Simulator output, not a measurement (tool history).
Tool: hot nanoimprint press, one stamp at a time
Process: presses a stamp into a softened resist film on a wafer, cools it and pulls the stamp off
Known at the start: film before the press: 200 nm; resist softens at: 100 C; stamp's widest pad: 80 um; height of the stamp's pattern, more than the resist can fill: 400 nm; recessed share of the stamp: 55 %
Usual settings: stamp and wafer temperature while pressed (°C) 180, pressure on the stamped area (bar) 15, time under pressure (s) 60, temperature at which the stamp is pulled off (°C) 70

run   hour  stamp and wafer temperature while pressed (°C)  pressure on the stamped area (bar)  time under pressure (s)  temperature at which the stamp is pulled off (°C)  resist left under the stamp's widest pad (Å)  greatest force while the stamp is pulled off (N)
  1      0                                             180                                  15                       60                                                 70                                           934                                                97
  2   42.2                                             180                                  15                       60                                                 70                                           927                                               102
  3   74.3                                             180                                  15                       60                                                 76                                           934                                                80
  4    111                                             180                                  15                       60                                                 76                                           949                                                84
  5  143.2                                             180                                  15                       60                                                 76                                           932                                                84
  6  160.9                                             180                                  19                       60                                                 76                                           854                                                83
  7  199.6                                             180                                  19                       60                                                 76                                           849                                                78
  8  234.4                                             179                                11.4                       60                                                 58                                          1080                                               135
  9  267.4                                             169                                14.8                       32                                                 58                                          1550                                               137
 10  299.3                                             180                                13.7                       90                                                 70                                           816                                               103
 11  326.8                                             180                                  15                      117                                                 70                                           722                                                97
 12  356.1                                             180                                  15                      117                                                 70                                           721                                               101
 13  390.2                                             180                                  15                      117                                                 56                                           712                                               139
 14  410.9                                             169                                  15                       60                                                 67                                          1327                                               109

4 ways to go on from here, each from the tool as it stands after run 14. What would each give?
  A  451.7                                             180                                15.2                       67                                                 74                                             ?                                                 ?
  B  451.7                                             190                                  15                       75                                                 57                                             ?                                                 ?
  C  451.7                                             180                                20.7                       60                                                 70                                             ?                                                 ?
  D  451.7                                             169                                  15                       35                                                 67                                             ?                                                 ?

run  resist left under the stamp's widest pad (Å)  greatest force while the stamp is pulled off (N)
  A                                           891                                                90
  B                                           600                                               137
  C                                           821                                                98
  D                                          1514                                               106
Without the tool's hidden state the same runs would have given:
run  resist left under the stamp's widest pad (Å)  greatest force while the stamp is pulled off (N)
  A                                           892                                                89
  B                                           600                                               135
  C                                           821                                                97
  D                                          1515                                               105
